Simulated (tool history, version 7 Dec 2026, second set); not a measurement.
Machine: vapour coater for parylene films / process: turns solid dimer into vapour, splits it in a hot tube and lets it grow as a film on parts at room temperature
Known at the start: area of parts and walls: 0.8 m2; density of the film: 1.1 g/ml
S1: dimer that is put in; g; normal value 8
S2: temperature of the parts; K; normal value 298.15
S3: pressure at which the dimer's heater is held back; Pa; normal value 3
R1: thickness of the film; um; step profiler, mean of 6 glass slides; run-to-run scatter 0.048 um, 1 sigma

run,hour,S1,S2,S3,R1
1,0,8,298.15,3,5.13
2,30.8,8,298.15,3,5.09
3,55.8,8,298.15,3,5.05
4,84.2,8,298.15,3,5.1
5,137,8,298.15,3,4.99
6,170.9,8,298.15,3,4.87
7,208.3,6,298.15,3,3.67
8,247.4,6,298.15,3,3.62
9,296.3,6,298.15,3,3.58
10,336.8,6,298.15,3,3.57
# hour 377.2: trap's valve overhauled
11,388.2,6,298.15,3,3.45
12,424.2,9,298.15,3,5.11
13,463.9,8,296.15,3,4.97
14,498.3,8,296.15,3,4.87
15,540.2,7,298.15,3,3.84
16,573.4,7,298.15,3,3.82
17,607.5,7,298.15,3,3.72
18,636.2,7,298.15,3,3.67
# hour 664.1: trap's valve overhauled, once more
19,666.3,7,298.15,3,4.68
20,696.3,7,298.15,3,4.63
21,724,8,298.15,3,5.18
22,754.5,8,298.15,3,5.19
23,806.1,8,298.15,3,5.09
24,845.4,8,298.15,3,5.12
25,898.9,8,298.15,3,4.99
26,921.4,8,298.15,3,5.03
27,948,8,298.15,3,4.93
28,986.1,8,298.15,3,4.99
29,1009.5,8,298.15,3,4.86
30,1038.5,9,298.15,2.35,5.81
31,1076.5,7,290.15,10.03,4.98
32,1115.3,6,298.15,3.48,3.48
33,1166.1,4,302.15,3.23,1.94
34,1199.3,9,295.15,3.23,6.05
35,1241.4,8,291.15,4.24,6.06
36,1266.7,5,291.15,4.66,3.74
37,1299.4,8,297.15,2.42,4.97
# hour 1311.7: trap's valve overhauled
38,1341.1,8,297.15,2.42,5.75
39,1373.9,8,292.15,2.42,7.27
40,1396.2,8,301.15,9.62,3.43
41,1438.9,8,301.15,9.62,3.38
42,1461.7,4,301.15,3.69,2.06
43,1492.4,4,301.15,3.69,2.05
44,1539.2,4,298.15,9.71,1.93
45,1579.8,4,298.15,4.07,2.33
46,1604.6,8,298.15,2.65,4.97
47,1654.5,8,298.15,2.65,4.97
# hour 1692.9: table's thermometer calibrated
48,1707.7,8,298.15,2.65,5.22

3 ways to go on from here, each from the tool as it stands after run 48. What would each give?
A,1748.1,4,298.15,3,?
B,1748.1,3,294.15,10.27,?
C,1748.1,8,294.15,3.79,?

run,R1
A,2.46
B,1.73
C,5.79
With no hidden state in the tool, these same runs would have given:
run,R1
A,2.68
B,1.89
C,6.32

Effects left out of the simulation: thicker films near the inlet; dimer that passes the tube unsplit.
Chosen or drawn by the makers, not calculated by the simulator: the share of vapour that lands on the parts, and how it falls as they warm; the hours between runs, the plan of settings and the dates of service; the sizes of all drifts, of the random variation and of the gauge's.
